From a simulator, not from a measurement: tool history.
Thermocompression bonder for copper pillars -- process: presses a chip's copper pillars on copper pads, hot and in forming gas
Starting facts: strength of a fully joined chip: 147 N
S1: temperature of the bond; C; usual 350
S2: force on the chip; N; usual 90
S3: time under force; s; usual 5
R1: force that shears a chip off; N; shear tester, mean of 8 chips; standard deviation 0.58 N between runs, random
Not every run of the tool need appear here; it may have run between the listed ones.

Run 1, hour 0.0: usual settings. Result: R1 83.9 N.
Run 2, hour 68.0: usual settings but S2 66 N. Result: R1 70.7 N.
Run 3, hour 166.5: usual settings. Result: R1 83.3 N.
At hour 192.1: forming gas filter changed.
Run 4, hour 223.5: usual settings. Result: R1 85.8 N.
At hour 291.9: heater calibrated with a thermocouple chip.
Run 5, hour 304.3: usual settings. Result: R1 82.8 N.
Run 6, hour 348.6: usual settings but S1 362 C. Result: R1 88.7 N.
Run 7, hour 417.1: usual settings but S1 362 C. Result: R1 89.3 N.
Run 8, hour 499.9: usual settings but S1 362 C. Result: R1 88.3 N.
Run 9, hour 585.6: usual settings but S1 362 C. Result: R1 87.9 N.
Run 10, hour 643.1: usual settings but S1 362 C. Result: R1 89.7 N.
Run 11, hour 688.3: usual settings but S1 362 C. Result: R1 89.0 N.
Run 12, hour 790.5: usual settings but S1 362 C. Result: R1 88.6 N.
At hour 799.8: forming gas filter changed.
Run 13, hour 850.5: usual settings but S1 349 C, S2 60 N. Result: R1 65.3 N.
Run 14, hour 907.4: usual settings but S1 349 C, S2 60 N. Result: R1 64.8 N.
Run 15, hour 965.9: usual settings but S1 349 C, S2 60 N. Result: R1 64.9 N.
Run 16, hour 1008.6: usual settings but S3 6 s. Result: R1 87.3 N.
Run 17, hour 1072.1: usual settings but S1 340 C, S2 104 N, S3 11 s. Result: R1 103.5 N.
Run 18, hour 1153.8: usual settings but S1 375 C, S2 95 N, S3 14 s. Result: R1 124.2 N.
Run 19, hour 1236.2: usual settings but S1 323 C, S2 95 N. Result: R1 68.1 N.
Run 20, hour 1292.6: usual settings but S2 85 N. Result: R1 78.8 N.
Run 21, hour 1360.3: usual settings but S3 8 s. Result: R1 94.5 N.
At hour 1404.0: force cell calibrated.
At hour 1412.6: forming gas filter changed.
Run 22, hour 1421.0: usual settings but S1 354 C, S2 91 N. Result: R1 89.3 N.

Here are 3 independent what-if runs from the current tool condition. What would each one return?
Run A, hour 1495.9: usual settings but S1 354 C, S2 91 N, S3 14 s. Result: R1 ?.
Run B, hour 1495.9: usual settings but S1 377 C. Result: R1 ?.
Run C, hour 1495.9: usual settings but S1 334 C, S2 61 N, S3 4 s. Result: R1 ?.

run     R1
  A  115.2
  B  102.2
  C   53.9
Without the tool's unlogged condition, the same runs would have read:
run     R1
  A  113.9
  B  100.8
  C   52.5

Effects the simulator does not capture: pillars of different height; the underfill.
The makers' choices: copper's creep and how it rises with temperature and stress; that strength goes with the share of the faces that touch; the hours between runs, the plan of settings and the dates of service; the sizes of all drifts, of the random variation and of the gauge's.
